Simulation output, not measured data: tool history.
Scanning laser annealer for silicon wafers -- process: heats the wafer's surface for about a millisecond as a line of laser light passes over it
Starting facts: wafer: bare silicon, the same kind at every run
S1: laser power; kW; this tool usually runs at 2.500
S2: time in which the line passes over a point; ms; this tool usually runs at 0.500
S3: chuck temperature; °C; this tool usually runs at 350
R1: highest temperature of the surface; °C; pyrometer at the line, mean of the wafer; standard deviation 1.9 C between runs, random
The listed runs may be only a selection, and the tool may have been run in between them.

run	day	S1	S2	S3	R1
1	0.000	2.500	0.500	350	1198
2	0.938	2.500	0.500	310	1160
3	1.521	2.500	0.500	310	1154
4	2.017	2.500	0.500	336	1184
5	2.462	2.500	0.500	336	1187
6	3.446	2.500	0.500	350	1195
7	3.979	2.500	0.500	350	1199
8	4.438	2.500	0.500	350	1197
9	5.375	2.572	0.553	389	1310
10	6.262	2.164	0.448	384	1065
# day 6.658: window over the wafer cleaned
11	7.188	2.500	0.449	350	1153
12	7.858	2.616	0.362	350	1115

What will run 13 give?
13	8.317	2.234	0.428	324	?

R1: 1013 °C
Had the tool carried no hidden state, the very same run would have given R1 1013 °C.

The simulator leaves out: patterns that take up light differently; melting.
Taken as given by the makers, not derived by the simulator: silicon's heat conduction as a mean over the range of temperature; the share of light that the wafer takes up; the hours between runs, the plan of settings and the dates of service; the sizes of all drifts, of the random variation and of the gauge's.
